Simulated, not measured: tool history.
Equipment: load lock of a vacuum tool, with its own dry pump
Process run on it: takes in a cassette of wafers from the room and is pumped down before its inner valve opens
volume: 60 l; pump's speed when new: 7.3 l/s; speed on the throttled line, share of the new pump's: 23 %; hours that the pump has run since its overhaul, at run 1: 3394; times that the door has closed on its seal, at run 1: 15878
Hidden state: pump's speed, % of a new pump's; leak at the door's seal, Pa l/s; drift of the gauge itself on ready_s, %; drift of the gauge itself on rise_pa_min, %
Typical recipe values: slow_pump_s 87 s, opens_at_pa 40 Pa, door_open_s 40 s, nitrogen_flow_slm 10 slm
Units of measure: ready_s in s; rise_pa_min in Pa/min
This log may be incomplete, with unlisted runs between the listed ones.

run,hour,slow_pump_s,opens_at_pa,door_open_s,nitrogen_flow_slm,hours that the pump has run since its overhaul,times that the door has closed on its seal,"incoming humidity of the room's air, %",ready_s,rise_pa_min
1,0.0,87,40,40,10,3394,15878,42.3,133.3,0.040
2,87.3,87,40,40,10,3481,16200,46.4,132.1,0.044
3,224.8,87,40,40,10,3619,16707,43.6,132.7,0.044
4,337.4,57,40,40,10,3731,17122,45.2,109.5,0.044
5,452.8,57,40,40,10,3847,17548,46.0,109.0,0.044
6,570.5,87,54,40,10,3965,17982,47.9,129.6,0.046
7,692.8,87,54,40,10,4087,18433,44.8,130.3,0.046
8,778.8,87,54,40,10,4173,18750,46.5,129.1,0.047
9,883.1,87,54,40,10,4277,19135,41.6,130.5,0.049
10,1061.1,112,40,40,10,4455,19791,47.1,152.7,0.049
11,1185.8,87,40,40,5,4580,20251,43.6,132.4,0.061
12,1326.2,87,35,40,5,4720,20769,46.5,133.6,0.064
13,1457.3,87,35,40,5,4851,21252,45.0,132.6,0.058
14,1648.0,87,40,40,28,5042,21955,46.0,132.9,0.047
15,1763.7,87,40,40,28,5158,22382,45.3,132.6,0.044
16,1969.1,87,40,40,28,5363,23140,44.8,133.7,0.044
17,2060.2,141,40,40,10,5454,23475,44.8,172.6,0.059
18,2238.3,87,40,40,10,5632,24132,41.1,132.8,0.060
19,2429.2,87,40,40,10,5823,24836,43.7,133.3,0.062
20,2526.6,109,40,40,10,5921,25195,44.9,148.7,0.060
21,2703.3,109,40,40,10,6097,25847,45.9,148.9,0.068
22,2835.4,109,40,40,10,6229,26334,46.7,150.0,0.067
23,2959.9,109,40,40,10,6354,26793,45.6,149.6,0.060
24,3137.0,109,40,40,10,6531,27446,44.0,148.6,0.064
25,3257.2,48,53,26,5,6651,27889,44.8,102.5,0.067
26,3437.1,48,53,26,5,6831,28553,41.3,102.1,0.067
27,3616.2,76,53,35,5,7010,29213,44.3,123.4,0.074
28,3743.2,76,30,35,6,7137,29682,45.0,128.4,0.081
29,3924.8,87,40,44,10,7319,30351,46.4,132.9,0.082
30,4130.7,54,37,28,44,7525,31111,44.6,108.3,0.059
31,4329.5,87,29,40,5,7724,31844,45.1,136.4,0.088
32,4456.1,121,40,40,19,7850,32310,42.8,160.2,0.070
33,4632.4,152,40,40,7,8026,32960,46.1,183.3,0.090
34,4822.9,55,40,82,11,8217,33663,48.3,109.3,0.106
35,5008.8,55,40,82,11,8403,34349,47.7,109.2,0.101
36,5125.9,55,40,82,11,8520,34780,44.7,109.6,0.106
37,5321.0,55,40,82,11,8715,35500,43.2,110.1,0.105

Hidden state or all else? Some run-to-run changes of ready_s, split into what the settings, what came in and random variation would give without the hidden state, and what is left for the hidden state (with any gauge scatter that isn't in both results):
Run 17 -> 18: slow_pump_s 141 -> 87. ready_s -39.8 s: hidden state +0.5, all else -40.3.
Run 24 -> 25: slow_pump_s 109 -> 48, opens_at_pa 40 -> 53, door_open_s 40 -> 26, nitrogen_flow_slm 10 -> 5. ready_s -46.1 s: hidden state +0.6, all else -46.7.
Run 33 -> 34: slow_pump_s 152 -> 55, door_open_s 40 -> 82, nitrogen_flow_slm 7 -> 11. ready_s -74.0 s: hidden state +1.4, all else -75.4.
